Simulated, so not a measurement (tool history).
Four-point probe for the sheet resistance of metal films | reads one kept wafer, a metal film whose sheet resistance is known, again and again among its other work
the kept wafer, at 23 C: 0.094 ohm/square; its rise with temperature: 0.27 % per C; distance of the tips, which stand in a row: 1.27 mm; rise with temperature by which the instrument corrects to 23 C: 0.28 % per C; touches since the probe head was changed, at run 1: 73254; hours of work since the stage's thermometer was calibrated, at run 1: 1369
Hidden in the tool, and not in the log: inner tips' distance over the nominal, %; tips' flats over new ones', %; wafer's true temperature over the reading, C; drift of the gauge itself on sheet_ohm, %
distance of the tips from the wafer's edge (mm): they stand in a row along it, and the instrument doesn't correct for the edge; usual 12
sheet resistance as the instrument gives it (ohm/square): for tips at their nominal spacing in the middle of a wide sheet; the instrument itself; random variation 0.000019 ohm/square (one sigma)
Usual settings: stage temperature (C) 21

run,hour,stage temperature (C),distance of the tips from the wafer's edge (mm),touches since the probe head was changed,hours of work since the stage's thermometer was calibrated,sheet resistance as the instrument gives it (ohm/square)
1,0,21,12,73254,1369,0.094596
2,32.5,21,12,74724,1389,0.094572
3,87.6,21,12,77218,1424,0.094587
4,166.7,21,32,80798,1474,0.094089
5,229.9,21,32,83659,1515,0.094111
# hour 283.7: stage's thermometer calibrated
6,304.5,21,32,87014,13,0.094078
7,381.1,19,32,90477,62,0.094126
8,430.4,19,12,92711,93,0.094576
9,471.6,21,12,94573,119,0.094541
10,541.2,21,12,97725,164,0.094595
11,577.6,32,12,99372,187,0.094506
12,656.9,18,16,102959,237,0.094337
13,702,18,16,105000,266,0.094365
14,734.2,18,16,106461,286,0.094351
15,796.4,18,16,109276,326,0.094357
16,842.2,18,16,111346,355,0.094351
17,882.8,21,74,113186,380,0.094043
18,958.2,21,74,116598,428,0.094018
19,1002.1,30,47,118584,456,0.093988
20,1052,29,25,120843,488,0.094096

5 ways to go on from here, each from the tool as it stands after run 20. What would each give?
A,1127.3,23,25,124251,536,?
B,1127.3,25,5,124251,536,?
C,1127.3,20,73,124251,536,?
D,1127.3,23,13,124251,536,?
E,1127.3,28,12,124251,536,?

run,sheet resistance as the instrument gives it (ohm/square)
A,0.094116
B,0.097145
C,0.094043
D,0.094507
E,0.094549
Without the tool's hidden state the same runs would have given:
run,sheet resistance as the instrument gives it (ohm/square)
A,0.094118
B,0.097147
C,0.094045
D,0.094509
E,0.094551

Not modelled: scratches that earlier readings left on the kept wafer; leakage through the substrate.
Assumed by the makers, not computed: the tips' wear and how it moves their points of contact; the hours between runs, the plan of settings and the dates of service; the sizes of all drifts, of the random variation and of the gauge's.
